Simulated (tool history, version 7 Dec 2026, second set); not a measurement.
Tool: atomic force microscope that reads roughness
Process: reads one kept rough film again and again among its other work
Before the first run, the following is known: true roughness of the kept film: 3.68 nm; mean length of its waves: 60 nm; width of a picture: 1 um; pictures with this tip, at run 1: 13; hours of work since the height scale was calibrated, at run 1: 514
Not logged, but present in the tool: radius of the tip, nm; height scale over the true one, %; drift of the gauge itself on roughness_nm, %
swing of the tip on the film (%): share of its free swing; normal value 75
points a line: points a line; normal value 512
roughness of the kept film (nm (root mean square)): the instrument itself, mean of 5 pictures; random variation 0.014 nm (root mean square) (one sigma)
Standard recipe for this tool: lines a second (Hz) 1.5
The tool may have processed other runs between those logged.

run     day  lines a second (Hz)  swing of the tip on the film (%)  points a line  pictures with this tip  hours of work since the height scale was calibrated  roughness of the kept film (nm (root mean square))
  1       0                  1.5                                75            512                      13                                                  514                                               3.276
  2   1.392                  1.5                                75            512                      65                                                  534                                               3.268
      2.779  -- new tip fitted
  3   2.779                  1.5                                75            512                       0                                                  554                                               3.288
  4   4.129                  1.5                                75            512                      51                                                  574                                               3.277
  5   5.292                 3.29                                75            512                      94                                                  592                                               2.935
      5.925  -- new tip fitted
  6   6.429                 0.66                                75            512                      19                                                  608                                               3.449
  7   7.392                  1.5                                75            422                      55                                                  622                                               3.273
  8   8.721                  1.5                                75            422                     105                                                  642                                               3.259
      9.008  -- new tip fitted
  9  10.104                  1.5                                75            422                      41                                                  662                                               3.255
 10  10.867                  1.5                                75            422                      70                                                  674                                               3.279
 11  12.025                 2.65                                60            635                     113                                                  691                                               3.352
     12.158  -- new tip fitted
 12  13.183                 0.84                                75            540                      39                                                  708                                               3.417
 13  13.912                 0.84                                75            540                      66                                                  718                                               3.399

What does the tool deliver on the next run?
     15.317  -- new tip fitted
 14  15.338                 0.63                                63            512                       1                                                  739                                                   ?

{"run 14": {"roughness of the kept film (nm (root mean square))": 3.528}}
Were there no unlogged condition in the tool, this run, its random variation unchanged, would have produced roughness of the kept film (nm (root mean square)) 3.527.

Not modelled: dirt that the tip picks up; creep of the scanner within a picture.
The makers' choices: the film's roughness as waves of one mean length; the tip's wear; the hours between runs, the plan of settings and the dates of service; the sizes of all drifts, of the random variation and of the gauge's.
